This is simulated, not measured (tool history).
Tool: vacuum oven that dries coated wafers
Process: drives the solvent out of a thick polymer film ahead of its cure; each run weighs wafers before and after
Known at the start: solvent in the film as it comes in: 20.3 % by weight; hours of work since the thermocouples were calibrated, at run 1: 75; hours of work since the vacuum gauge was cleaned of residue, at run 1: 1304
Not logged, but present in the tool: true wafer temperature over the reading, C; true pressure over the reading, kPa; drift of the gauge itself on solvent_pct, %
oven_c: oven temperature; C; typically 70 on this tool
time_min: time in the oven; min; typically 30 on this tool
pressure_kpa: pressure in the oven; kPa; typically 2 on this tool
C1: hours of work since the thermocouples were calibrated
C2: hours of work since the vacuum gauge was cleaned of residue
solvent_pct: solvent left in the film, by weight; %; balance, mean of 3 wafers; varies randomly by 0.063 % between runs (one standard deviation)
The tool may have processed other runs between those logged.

run 1 hour=0 | oven_c=70 time_min=30 pressure_kpa=2 | C1=75 C2=1304 | solvent_pct=4.14
run 2 hour=54.8 | oven_c=70 time_min=28 pressure_kpa=2 | C1=108 C2=1337 | solvent_pct=4.51
run 3 hour=93.6 | oven_c=70 time_min=28 pressure_kpa=2 | C1=132 C2=1361 | solvent_pct=4.55
run 4 hour=131.1 | oven_c=70 time_min=28 pressure_kpa=2 | C1=155 C2=1383 | solvent_pct=4.47
run 5 hour=186.7 | oven_c=70 time_min=28 pressure_kpa=2 | C1=188 C2=1417 | solvent_pct=4.58
run 6 hour=243.8 | oven_c=70 time_min=28 pressure_kpa=2 | C1=223 C2=1452 | solvent_pct=4.65
run 7 hour=274.5 | oven_c=70 time_min=28 pressure_kpa=2 | C1=241 C2=1470 | solvent_pct=4.64
run 8 hour=308.1 | oven_c=70 time_min=30 pressure_kpa=1.17 | C1=262 C2=1491 | solvent_pct=3.92
run 9 hour=356.9 | oven_c=70 time_min=30 pressure_kpa=2.51 | C1=291 C2=1520 | solvent_pct=4.57
-- hour=362 vacuum gauge cleaned of residue and calibrated
run 10 hour=389.6 | oven_c=70 time_min=30 pressure_kpa=2.51 | C1=310 C2=17 | solvent_pct=4.66
run 11 hour=420.1 | oven_c=69 time_min=49 pressure_kpa=6.42 | C1=329 C2=35 | solvent_pct=5.38
-- hour=449.9 vacuum gauge cleaned of residue and calibrated, once more
run 12 hour=473 | oven_c=61 time_min=15 pressure_kpa=1.2 | C1=360 C2=14 | solvent_pct=10.81
run 13 hour=517.3 | oven_c=61 time_min=15 pressure_kpa=1.2 | C1=387 C2=41 | solvent_pct=10.78
run 14 hour=565.5 | oven_c=77 time_min=32 pressure_kpa=1.38 | C1=416 C2=70 | solvent_pct=1.66
run 15 hour=617.9 | oven_c=77 time_min=32 pressure_kpa=1.38 | C1=448 C2=102 | solvent_pct=1.68
run 16 hour=673.5 | oven_c=77 time_min=32 pressure_kpa=1.38 | C1=481 C2=135 | solvent_pct=1.69
run 17 hour=718.3 | oven_c=83 time_min=22 pressure_kpa=1.28 | C1=508 C2=163 | solvent_pct=1.54
run 18 hour=756.5 | oven_c=83 time_min=22 pressure_kpa=1.28 | C1=532 C2=186 | solvent_pct=1.51
run 19 hour=785.4 | oven_c=83 time_min=22 pressure_kpa=1.28 | C1=549 C2=203 | solvent_pct=1.66
run 20 hour=814 | oven_c=83 time_min=22 pressure_kpa=1.28 | C1=566 C2=221 | solvent_pct=1.6

Hidden condition of the tool, last listed run before each entry between runs versus first listed run after:
From run 9 to run 10: vacuum gauge cleaned of residue and calibrated (hour 362)
  true wafer temperature over the reading, C: -0.92 -> -0.94; true pressure over the reading, kPa: 0.502 -> 0.654
  measured value less the no-hidden-state value, solvent_pct: +0.58 -> +0.66 %
From run 11 to run 12: vacuum gauge cleaned of residue and calibrated, once more (hour 449.9)
  true wafer temperature over the reading, C: -0.96 -> -0.99; true pressure over the reading, kPa: 0.661 -> 0.008
  measured value less the no-hidden-state value, solvent_pct: +0.68 -> +0.34 %
